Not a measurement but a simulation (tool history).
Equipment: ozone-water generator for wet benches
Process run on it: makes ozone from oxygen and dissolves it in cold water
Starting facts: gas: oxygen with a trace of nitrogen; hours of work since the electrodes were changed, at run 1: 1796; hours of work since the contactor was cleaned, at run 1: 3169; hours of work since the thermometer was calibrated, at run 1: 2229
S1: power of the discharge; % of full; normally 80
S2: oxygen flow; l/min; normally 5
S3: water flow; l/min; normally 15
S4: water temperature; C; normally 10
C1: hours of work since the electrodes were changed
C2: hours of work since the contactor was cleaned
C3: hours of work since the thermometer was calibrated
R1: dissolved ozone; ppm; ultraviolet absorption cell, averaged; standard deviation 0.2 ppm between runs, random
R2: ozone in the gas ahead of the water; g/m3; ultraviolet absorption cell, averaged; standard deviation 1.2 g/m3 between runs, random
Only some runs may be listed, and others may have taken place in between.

{"run": 1, "hour": 0.0, "S1": 80, "S2": 5, "S3": 15, "S4": 10, "C1": 1796, "C2": 3169, "C3": 2229, "R1": 28.3, "R2": 207.4}
{"run": 2, "hour": 50.5, "S1": 80, "S2": 5, "S3": 15, "S4": 10, "C1": 1841, "C2": 3214, "C3": 2274, "R1": 29, "R2": 207.5}
{"run": 3, "hour": 90.1, "S1": 80, "S2": 5, "S3": 15, "S4": 10, "C1": 1876, "C2": 3249, "C3": 2309, "R1": 28.6, "R2": 207}
{"run": 4, "hour": 149.3, "S1": 80, "S2": 5, "S3": 15, "S4": 10, "C1": 1929, "C2": 3301, "C3": 2362, "R1": 28.7, "R2": 208.5}
{"run": 5, "hour": 209.1, "S1": 80, "S2": 5, "S3": 15, "S4": 10, "C1": 1982, "C2": 3354, "C3": 2415, "R1": 28.7, "R2": 205.6}
{"run": 6, "hour": 265.5, "S1": 80, "S2": 5, "S3": 15, "S4": 10, "C1": 2032, "C2": 3404, "C3": 2465, "R1": 28.5, "R2": 207.3}
{"run": 7, "hour": 315.1, "S1": 80, "S2": 5, "S3": 23, "S4": 10, "C1": 2076, "C2": 3448, "C3": 2509, "R1": 20.7, "R2": 205.5}
{"run": 8, "hour": 387.5, "S1": 80, "S2": 5, "S3": 23, "S4": 10, "C1": 2140, "C2": 3513, "C3": 2573, "R1": 21.1, "R2": 207.6}
{"run": 9, "hour": 458.4, "S1": 80, "S2": 5, "S3": 13, "S4": 10, "C1": 2203, "C2": 3575, "C3": 2636, "R1": 31.9, "R2": 208.3}
{"hour": 539.9, "done": "contactor cleaned"}
{"run": 10, "hour": 540.5, "S1": 80, "S2": 5, "S3": 13, "S4": 10, "C1": 2272, "C2": 0, "C3": 2705, "R1": 31.5, "R2": 207.9}
{"run": 11, "hour": 591.5, "S1": 80, "S2": 5, "S3": 13, "S4": 10, "C1": 2317, "C2": 46, "C3": 2750, "R1": 31.6, "R2": 207.2}
{"run": 12, "hour": 669.2, "S1": 80, "S2": 5, "S3": 13, "S4": 10, "C1": 2386, "C2": 115, "C3": 2819, "R1": 31.4, "R2": 205.2}
{"run": 13, "hour": 725.6, "S1": 80, "S2": 5, "S3": 13, "S4": 10, "C1": 2436, "C2": 165, "C3": 2869, "R1": 31.5, "R2": 206.3}
{"run": 14, "hour": 805.0, "S1": 80, "S2": 5, "S3": 13, "S4": 10, "C1": 2507, "C2": 235, "C3": 2940, "R1": 31.2, "R2": 208.8}
{"run": 15, "hour": 876.2, "S1": 80, "S2": 5, "S3": 13, "S4": 10, "C1": 2570, "C2": 298, "C3": 3003, "R1": 31.6, "R2": 208}
{"run": 16, "hour": 943.0, "S1": 89, "S2": 6.85, "S3": 15, "S4": 10, "C1": 2629, "C2": 357, "C3": 3062, "R1": 32, "R2": 197.5}
{"run": 17, "hour": 994.2, "S1": 89, "S2": 7.17, "S3": 15, "S4": 10, "C1": 2674, "C2": 403, "C3": 3107, "R1": 32.1, "R2": 192.5}
{"run": 18, "hour": 1063.5, "S1": 89, "S2": 7.17, "S3": 15, "S4": 10, "C1": 2736, "C2": 464, "C3": 3169, "R1": 32.2, "R2": 191.9}
{"run": 19, "hour": 1100.8, "S1": 60, "S2": 3.62, "S3": 15, "S4": 13, "C1": 2769, "C2": 497, "C3": 3202, "R1": 20.9, "R2": 190.2}
{"run": 20, "hour": 1144.9, "S1": 60, "S2": 3.62, "S3": 15, "S4": 13, "C1": 2808, "C2": 536, "C3": 3241, "R1": 21, "R2": 188.8}
{"run": 21, "hour": 1210.2, "S1": 80, "S2": 5.29, "S3": 15, "S4": 11, "C1": 2866, "C2": 594, "C3": 3299, "R1": 27.7, "R2": 200.6}
{"run": 22, "hour": 1245.0, "S1": 80, "S2": 5.29, "S3": 15, "S4": 11, "C1": 2897, "C2": 625, "C3": 3330, "R1": 28.4, "R2": 201.2}
{"run": 23, "hour": 1306.4, "S1": 80, "S2": 5.29, "S3": 18, "S4": 11, "C1": 2951, "C2": 680, "C3": 3384, "R1": 24.8, "R2": 203.7}
{"run": 24, "hour": 1354.3, "S1": 80, "S2": 5.29, "S3": 18, "S4": 11, "C1": 2994, "C2": 722, "C3": 3427, "R1": 25, "R2": 202.3}
{"run": 25, "hour": 1398.5, "S1": 80, "S2": 3.78, "S3": 15, "S4": 10, "C1": 3033, "C2": 761, "C3": 3466, "R1": 27.3, "R2": 232.2}
{"run": 26, "hour": 1447.9, "S1": 80, "S2": 3.78, "S3": 15, "S4": 10, "C1": 3077, "C2": 805, "C3": 3510, "R1": 27.8, "R2": 233.6}
{"run": 27, "hour": 1525.7, "S1": 42, "S2": 4.66, "S3": 13, "S4": 7, "C1": 3146, "C2": 874, "C3": 3579, "R1": 19.8, "R2": 130.6}
{"run": 28, "hour": 1570.6, "S1": 42, "S2": 4.66, "S3": 13, "S4": 7, "C1": 3185, "C2": 914, "C3": 3619, "R1": 20.1, "R2": 129.6}
{"run": 29, "hour": 1602.7, "S1": 80, "S2": 5, "S3": 10, "S4": 9, "C1": 3214, "C2": 942, "C3": 3647, "R1": 37.9, "R2": 207.2}

3 ways to go on from here, each from the tool as it stands after run 29. What would each give?
{"run": "A", "hour": 1657.6, "S1": 80, "S2": 5, "S3": 21, "S4": 10, "C1": 3263, "C2": 991, "C3": 3696, "R1": "?", "R2": "?"}
{"run": "B", "hour": 1657.6, "S1": 87, "S2": 5, "S3": 12, "S4": 11, "C1": 3263, "C2": 991, "C3": 3696, "R1": "?", "R2": "?"}
{"run": "C", "hour": 1657.6, "S1": 80, "S2": 2.76, "S3": 18, "S4": 6, "C1": 3263, "C2": 991, "C3": 3696, "R1": "?", "R2": "?"}

run=A R1=22.1 R2=205.8
run=B R1=34.8 R2=219.9
run=C R1=22.7 R2=264.2
What these runs would have given with no unlogged condition in the tool:
run=A R1=22.2 R2=206.2
run=B R1=34.9 R2=220.5
run=C R1=22.8 R2=264.8
